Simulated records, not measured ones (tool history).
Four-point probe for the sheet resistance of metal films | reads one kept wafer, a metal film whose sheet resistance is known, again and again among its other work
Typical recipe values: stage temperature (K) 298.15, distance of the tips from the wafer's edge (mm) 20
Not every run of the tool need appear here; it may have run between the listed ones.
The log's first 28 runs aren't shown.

run,hour,stage temperature (K),distance of the tips from the wafer's edge (mm),touches since the probe head was changed,hours of work since the stage's thermometer was calibrated,sheet resistance as the instrument gives it (ohm/square)
29,394.8,306.15,50,36831,29,1.230085
30,413.4,305.15,27,37474,37,1.230724
31,429.8,307.15,4,38043,45,1.269567
32,447.1,299.15,11,38646,53,1.234977
33,466.5,302.15,7,39317,62,1.243189
34,485.0,302.15,7,39960,70,1.243169
35,501.5,293.15,8,40532,78,1.239292
36,513.2,304.15,8,40941,83,1.240234
37,532.1,300.15,8,41596,92,1.240007
38,545.9,300.15,8,42074,98,1.239915
39,562.4,300.15,8,42647,106,1.240275

Run 40 has not been measured yet. What should we expect?
40,578.3,300.15,8,43198,113,?

{"run 40": {"sheet resistance as the instrument gives it (ohm/square)": 1.240016}}
With the hidden condition absent and the run-to-run variation left alone, this run would have shown sheet resistance as the instrument gives it (ohm/square) 1.236453.
